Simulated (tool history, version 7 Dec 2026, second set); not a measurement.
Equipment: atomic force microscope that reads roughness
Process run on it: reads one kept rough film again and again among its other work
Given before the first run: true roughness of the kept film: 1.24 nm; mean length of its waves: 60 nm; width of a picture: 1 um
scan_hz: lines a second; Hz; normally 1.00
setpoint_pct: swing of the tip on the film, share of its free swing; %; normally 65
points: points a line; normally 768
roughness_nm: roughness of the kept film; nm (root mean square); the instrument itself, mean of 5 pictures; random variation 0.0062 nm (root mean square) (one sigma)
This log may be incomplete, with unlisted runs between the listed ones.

run,hour,scan_hz,setpoint_pct,points,roughness_nm
1,0.0,1.00,65,768,1.158
2,8.0,1.00,65,768,1.163
3,18.9,0.77,65,768,1.158
4,24.3,0.77,65,768,1.171
5,30.8,2.70,65,768,1.086
# hour 33.0: new tip fitted
6,36.0,1.00,65,826,1.179
7,44.4,1.00,65,826,1.173
8,50.9,1.00,89,826,1.080
9,57.3,1.00,89,826,1.080
10,68.1,1.00,65,768,1.176
11,74.1,1.00,65,421,1.171
12,83.3,1.00,76,768,1.134
13,87.9,1.00,65,768,1.159
14,95.2,1.00,65,768,1.171
15,104.9,1.00,65,768,1.160
16,111.3,1.00,65,768,1.153
17,119.3,1.00,65,768,1.146
18,126.8,1.00,65,768,1.156
19,134.3,1.00,65,768,1.156
# hour 139.9: new tip fitted
20,143.2,1.00,65,579,1.176
21,153.7,1.00,65,579,1.183
22,163.0,1.00,65,579,1.165
23,172.0,1.00,65,579,1.180
24,177.5,1.00,65,579,1.164
25,182.4,1.00,65,579,1.173
26,193.0,0.52,70,768,1.182
27,197.9,0.99,70,768,1.146
28,205.0,1.00,72,795,1.146
29,212.2,1.00,72,795,1.142
30,217.0,2.82,70,573,1.039
31,226.1,2.08,65,768,1.111
32,233.6,1.60,70,321,1.093
33,241.6,1.20,67,270,1.122
# hour 247.2: new tip fitted
34,247.6,0.73,60,304,1.194
35,258.2,2.75,61,304,1.129
36,267.3,2.75,57,304,1.145
37,272.9,2.22,57,284,1.146
38,281.7,1.00,69,768,1.158
39,289.2,1.00,69,768,1.150
40,294.8,1.00,71,768,1.141
41,305.2,1.00,80,929,1.115
42,314.6,1.00,80,929,1.105
43,320.4,1.00,80,929,1.099
44,329.9,0.75,80,773,1.125
45,335.1,2.66,58,638,1.121
46,345.7,0.92,55,768,1.163

Below, each run's measurement less what the same run would have read without the hidden state. Both values contain the same run-to-run variation, but the gauge's scatter may not be the same in both:
Hidden state present: radius of the tip, nm; height scale over the true one, %; drift of the gauge itself on roughness_nm, %.
run,roughness_nm
1,-0.028
2,-0.032
3,-0.035
4,-0.037
5,-0.037
6,-0.004
7,-0.007
8,-0.009
9,-0.011
10,-0.017
11,-0.019
12,-0.021
13,-0.024
14,-0.026
15,-0.030
16,-0.032
17,-0.035
18,-0.038
19,-0.041
20,-0.005
21,-0.008
22,-0.013
23,-0.016
24,-0.018
25,-0.020
26,-0.023
27,-0.025
28,-0.027
29,-0.029
30,-0.029
31,-0.034
32,-0.037
33,-0.040
34,-0.005
35,-0.008
36,-0.012
37,-0.013
38,-0.017
39,-0.019
40,-0.021
41,-0.024
42,-0.027
43,-0.030
44,-0.033
45,-0.035
46,-0.040
